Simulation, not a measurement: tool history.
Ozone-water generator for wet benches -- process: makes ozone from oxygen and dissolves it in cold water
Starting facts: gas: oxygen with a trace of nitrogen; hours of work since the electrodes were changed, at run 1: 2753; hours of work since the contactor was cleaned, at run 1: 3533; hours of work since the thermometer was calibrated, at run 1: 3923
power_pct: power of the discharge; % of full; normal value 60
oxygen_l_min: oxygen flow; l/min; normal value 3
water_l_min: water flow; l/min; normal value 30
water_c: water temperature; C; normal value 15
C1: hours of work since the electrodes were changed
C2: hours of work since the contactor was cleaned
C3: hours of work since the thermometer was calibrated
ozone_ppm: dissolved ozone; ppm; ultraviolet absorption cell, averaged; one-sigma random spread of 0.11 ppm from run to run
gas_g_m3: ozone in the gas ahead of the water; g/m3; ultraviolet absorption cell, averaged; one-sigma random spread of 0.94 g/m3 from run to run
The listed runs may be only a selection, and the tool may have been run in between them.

Run 1, day 0: usual settings; C1 2753; C2 3533; C3 3923. Result: ozone_ppm 8.6 ppm, gas_g_m3 159.7 g/m3.
At day 5.025: water thermometer calibrated.
Run 2, day 5.025: usual settings; C1 2867; C2 3647; C3 0. Result: ozone_ppm 9 ppm, gas_g_m3 158.7 g/m3.
Run 3, day 9.2: usual settings; C1 2962; C2 3742; C3 95. Result: ozone_ppm 8.9 ppm, gas_g_m3 158.9 g/m3.
Run 4, day 14.067: usual settings; C1 3073; C2 3853; C3 206. Result: ozone_ppm 8.7 ppm, gas_g_m3 158.5 g/m3.
Run 5, day 17.45: usual settings; C1 3150; C2 3930; C3 283. Result: ozone_ppm 8.7 ppm, gas_g_m3 158.8 g/m3.
Run 6, day 21.942: usual settings; C1 3252; C2 4032; C3 385. Result: ozone_ppm 8.8 ppm, gas_g_m3 158.9 g/m3.
Run 7, day 26.862: usual settings; C1 3364; C2 4144; C3 497. Result: ozone_ppm 8.7 ppm, gas_g_m3 159.1 g/m3.
At day 28.075: contactor cleaned.
Run 8, day 29.779: usual settings; C1 3427; C2 39; C3 560. Result: ozone_ppm 8.6 ppm, gas_g_m3 159.4 g/m3.
Run 9, day 33.279: usual settings but power_pct 50 % of full; C1 3507; C2 118; C3 639. Result: ozone_ppm 7.1 ppm, gas_g_m3 134.1 g/m3.
Run 10, day 38.917: usual settings but power_pct 50 % of full; C1 3635; C2 247; C3 768. Result: ozone_ppm 7.3 ppm, gas_g_m3 136.6 g/m3.
Run 11, day 41.696: usual settings but power_pct 50 % of full; C1 3698; C2 310; C3 831. Result: ozone_ppm 7.6 ppm, gas_g_m3 133.7 g/m3.
Run 12, day 48.083: usual settings but power_pct 50 % of full; C1 3844; C2 455; C3 976. Result: ozone_ppm 7.3 ppm, gas_g_m3 136.3 g/m3.
Run 13, day 52.921: usual settings but power_pct 50 % of full; C1 3954; C2 566; C3 1086. Result: ozone_ppm 7.3 ppm, gas_g_m3 136.4 g/m3.
Run 14, day 58.683: usual settings but power_pct 50 % of full; C1 4085; C2 697; C3 1218. Result: ozone_ppm 7.4 ppm, gas_g_m3 134.6 g/m3.
Run 15, day 64.975: usual settings but power_pct 50 % of full; C1 4228; C2 840; C3 1361. Result: ozone_ppm 7.1 ppm, gas_g_m3 136.8 g/m3.
Run 16, day 70.162: usual settings but power_pct 50 % of full; C1 4346; C2 958; C3 1479. Result: ozone_ppm 7.4 ppm, gas_g_m3 136.6 g/m3.
Run 17, day 74.467: usual settings but power_pct 82 % of full, water_c 8 C; C1 4444; C2 1056; C3 1577. Result: ozone_ppm 12 ppm, gas_g_m3 214.1 g/m3.
Run 18, day 77.929: usual settings but power_pct 65 % of full, oxygen_l_min 1.78 l/min, water_c 8 C; C1 4523; C2 1135; C3 1656. Result: ozone_ppm 8.3 ppm, gas_g_m3 232.5 g/m3.
Run 19, day 81.788: usual settings but power_pct 43 % of full, oxygen_l_min 5.02 l/min, water_l_min 24 l/min, water_c 7 C; C1 4611; C2 1223; C3 1744. Result: ozone_ppm 9.2 ppm, gas_g_m3 88.3 g/m3.

Predict the results of run 20:
Run 20, day 85.633: usual settings but power_pct 52 % of full, oxygen_l_min 1.99 l/min, water_l_min 28 l/min, water_c 11 C; C1 4698; C2 1310; C3 1831. Result: ozone_ppm ?, gas_g_m3 ?.

For run 20 the tool returned ozone_ppm 7.6 ppm, gas_g_m3 179.4 g/m3.
Take away the tool's hidden state, keep the run-to-run variation as it was, and the same run would have given ozone_ppm 7.7 ppm, gas_g_m3 176.4 g/m3.
